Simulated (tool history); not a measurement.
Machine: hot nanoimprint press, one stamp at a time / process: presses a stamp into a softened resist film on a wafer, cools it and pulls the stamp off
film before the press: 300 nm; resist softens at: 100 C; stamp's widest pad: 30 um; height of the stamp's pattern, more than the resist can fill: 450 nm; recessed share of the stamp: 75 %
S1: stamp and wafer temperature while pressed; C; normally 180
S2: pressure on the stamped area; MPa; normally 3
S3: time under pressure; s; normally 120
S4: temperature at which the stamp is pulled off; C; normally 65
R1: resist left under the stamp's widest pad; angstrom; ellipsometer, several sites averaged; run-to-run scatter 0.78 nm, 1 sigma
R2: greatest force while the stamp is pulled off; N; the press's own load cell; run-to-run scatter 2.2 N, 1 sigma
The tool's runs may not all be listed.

{"run": 1, "hour": 0.0, "S1": 180, "S2": 3, "S3": 120, "S4": 65, "R1": 1245, "R2": 145}
{"run": 2, "hour": 30.7, "S1": 180, "S2": 3, "S3": 120, "S4": 65, "R1": 1253, "R2": 147}
{"run": 3, "hour": 46.7, "S1": 180, "S2": 3, "S3": 120, "S4": 65, "R1": 1247, "R2": 149}
{"run": 4, "hour": 70.2, "S1": 180, "S2": 3, "S3": 120, "S4": 65, "R1": 1248, "R2": 149}
{"hour": 111.6, "done": "stamp cleaned and given a new release coat"}
{"run": 5, "hour": 111.9, "S1": 180, "S2": 3, "S3": 120, "S4": 65, "R1": 1267, "R2": 102}
{"run": 6, "hour": 137.8, "S1": 180, "S2": 3, "S3": 120, "S4": 65, "R1": 1264, "R2": 96}
{"run": 7, "hour": 165.8, "S1": 180, "S2": 3, "S3": 120, "S4": 65, "R1": 1263, "R2": 102}
{"run": 8, "hour": 190.9, "S1": 180, "S2": 3, "S3": 120, "S4": 65, "R1": 1260, "R2": 107}
{"run": 9, "hour": 214.2, "S1": 180, "S2": 3, "S3": 120, "S4": 54, "R1": 1269, "R2": 131}
{"run": 10, "hour": 243.9, "S1": 180, "S2": 3, "S3": 120, "S4": 54, "R1": 1252, "R2": 130}
{"run": 11, "hour": 259.8, "S1": 180, "S2": 3, "S3": 120, "S4": 64, "R1": 1260, "R2": 111}
{"run": 12, "hour": 280.7, "S1": 180, "S2": 3, "S3": 120, "S4": 64, "R1": 1263, "R2": 114}
{"run": 13, "hour": 296.8, "S1": 180, "S2": 3, "S3": 120, "S4": 64, "R1": 1277, "R2": 112}
{"hour": 322.8, "done": "plate thermocouple calibrated"}
{"run": 14, "hour": 322.8, "S1": 189, "S2": 3.76, "S3": 120, "S4": 63, "R1": 850, "R2": 113}
{"run": 15, "hour": 359.7, "S1": 187, "S2": 3.33, "S3": 127, "S4": 63, "R1": 928, "R2": 121}
{"run": 16, "hour": 393.0, "S1": 191, "S2": 3.33, "S3": 127, "S4": 63, "R1": 836, "R2": 121}
{"run": 17, "hour": 414.7, "S1": 191, "S2": 3.33, "S3": 127, "S4": 63, "R1": 840, "R2": 123}
{"run": 18, "hour": 440.0, "S1": 191, "S2": 3.07, "S3": 152, "S4": 71, "R1": 835, "R2": 107}
{"run": 19, "hour": 479.4, "S1": 191, "S2": 3.07, "S3": 152, "S4": 71, "R1": 821, "R2": 109}
{"run": 20, "hour": 496.4, "S1": 174, "S2": 2.27, "S3": 226, "S4": 56, "R1": 1346, "R2": 142}
{"run": 21, "hour": 521.0, "S1": 174, "S2": 4, "S3": 120, "S4": 65, "R1": 1253, "R2": 128}

Predict each of these 5 candidate next runs independently; none follows another, all start after run 21:
{"run": "A", "hour": 547.2, "S1": 180, "S2": 3, "S3": 120, "S4": 68, "R1": "?", "R2": "?"}
{"run": "B", "hour": 547.2, "S1": 174, "S2": 2.88, "S3": 120, "S4": 63, "R1": "?", "R2": "?"}
{"run": "C", "hour": 547.2, "S1": 174, "S2": 4, "S3": 181, "S4": 72, "R1": "?", "R2": "?"}
{"run": "D", "hour": 547.2, "S1": 181, "S2": 4, "S3": 120, "S4": 65, "R1": "?", "R2": "?"}
{"run": "E", "hour": 547.2, "S1": 174, "S2": 4, "S3": 183, "S4": 65, "R1": "?", "R2": "?"}

run=A R1=1227 R2=124
run=B R1=1493 R2=130
run=C R1=1081 R2=113
run=D R1=1039 R2=125
run=E R1=1079 R2=131
Without the tool's unlogged condition, the same runs would have read:
run=A R1=1212 R2=93
run=B R1=1475 R2=98
run=C R1=1064 R2=85
run=D R1=1024 R2=94
run=E R1=1062 R2=99
